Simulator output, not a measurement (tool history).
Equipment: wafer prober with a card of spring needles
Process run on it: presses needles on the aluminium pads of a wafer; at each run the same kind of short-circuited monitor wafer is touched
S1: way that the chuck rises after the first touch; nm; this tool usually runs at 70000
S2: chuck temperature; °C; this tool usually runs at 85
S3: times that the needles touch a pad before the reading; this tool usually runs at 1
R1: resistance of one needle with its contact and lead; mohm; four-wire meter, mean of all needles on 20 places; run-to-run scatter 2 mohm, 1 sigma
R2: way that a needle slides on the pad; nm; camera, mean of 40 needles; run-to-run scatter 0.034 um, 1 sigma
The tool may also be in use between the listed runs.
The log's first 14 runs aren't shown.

{"hour": 362.6, "done": "tips cleaned on abrasive film"}
{"hour": 381.2, "done": "tips cleaned on abrasive film"}
{"run": 15, "hour": 381.2, "S1": 69000, "S2": 85, "S3": 1, "R1": 210, "R2": 15160}
{"hour": 401.1, "done": "tips cleaned on abrasive film"}
{"run": 16, "hour": 409.3, "S1": 70000, "S2": 85, "S3": 1, "R1": 213, "R2": 15350}
{"hour": 419.5, "done": "tips cleaned on abrasive film"}
{"run": 17, "hour": 426.5, "S1": 71000, "S2": 51, "S3": 1, "R1": 202, "R2": 15670}
{"hour": 439.4, "done": "tips cleaned on abrasive film"}
{"hour": 456.3, "done": "height of the first contact set anew"}
{"hour": 458.6, "done": "tips cleaned on abrasive film"}
{"run": 18, "hour": 460.9, "S1": 83000, "S2": 85, "S3": 2, "R1": 212, "R2": 18220}
{"hour": 477.5, "done": "tips cleaned on abrasive film"}
{"run": 19, "hour": 483.3, "S1": 83000, "S2": 85, "S3": 2, "R1": 205, "R2": 18280}
{"hour": 498.5, "done": "tips cleaned on abrasive film"}
{"run": 20, "hour": 515.0, "S1": 65000, "S2": 101, "S3": 1, "R1": 215, "R2": 14260}
{"hour": 518.4, "done": "tips cleaned on abrasive film"}
{"hour": 538.9, "done": "tips cleaned on abrasive film"}
{"run": 21, "hour": 543.6, "S1": 82000, "S2": 84, "S3": 2, "R1": 206, "R2": 17970}
{"hour": 558.0, "done": "tips cleaned on abrasive film"}
{"run": 22, "hour": 570.7, "S1": 62000, "S2": 85, "S3": 1, "R1": 211, "R2": 13620}
{"hour": 576.7, "done": "tips cleaned on abrasive film"}
{"hour": 595.8, "done": "tips cleaned on abrasive film"}
{"run": 23, "hour": 606.2, "S1": 60000, "S2": 50, "S3": 2, "R1": 202, "R2": 13180}
{"hour": 614.4, "done": "tips cleaned on abrasive film"}
{"hour": 635.3, "done": "tips cleaned on abrasive film"}
{"run": 24, "hour": 636.3, "S1": 60000, "S2": 41, "S3": 2, "R1": 202, "R2": 13120}
{"hour": 642.3, "done": "height of the first contact set anew"}
{"hour": 654.3, "done": "tips cleaned on abrasive film"}
{"run": 25, "hour": 654.3, "S1": 73000, "S2": 34, "S3": 2, "R1": 200, "R2": 15950}
{"hour": 673.9, "done": "tips cleaned on abrasive film"}
{"run": 26, "hour": 686.4, "S1": 73000, "S2": 34, "S3": 2, "R1": 198, "R2": 15980}
{"hour": 694.5, "done": "tips cleaned on abrasive film"}
{"hour": 715.6, "done": "tips cleaned on abrasive film"}
{"run": 27, "hour": 720.1, "S1": 70000, "S2": 69, "S3": 2, "R1": 206, "R2": 15370}
{"hour": 734.4, "done": "tips cleaned on abrasive film"}
{"run": 28, "hour": 743.3, "S1": 56000, "S2": 61, "S3": 2, "R1": 206, "R2": 12250}

Forecast run 29:
{"hour": 754.4, "done": "tips cleaned on abrasive film"}
{"hour": 774.9, "done": "tips cleaned on abrasive film"}
{"run": 29, "hour": 776.9, "S1": 81000, "S2": 85, "S3": 2, "R1": "?", "R2": "?"}

R1: 209 mohm
R2: 17730 nm
Minus the tool's unlogged condition, the same run would have read R1 209 mohm, R2 17920 nm.

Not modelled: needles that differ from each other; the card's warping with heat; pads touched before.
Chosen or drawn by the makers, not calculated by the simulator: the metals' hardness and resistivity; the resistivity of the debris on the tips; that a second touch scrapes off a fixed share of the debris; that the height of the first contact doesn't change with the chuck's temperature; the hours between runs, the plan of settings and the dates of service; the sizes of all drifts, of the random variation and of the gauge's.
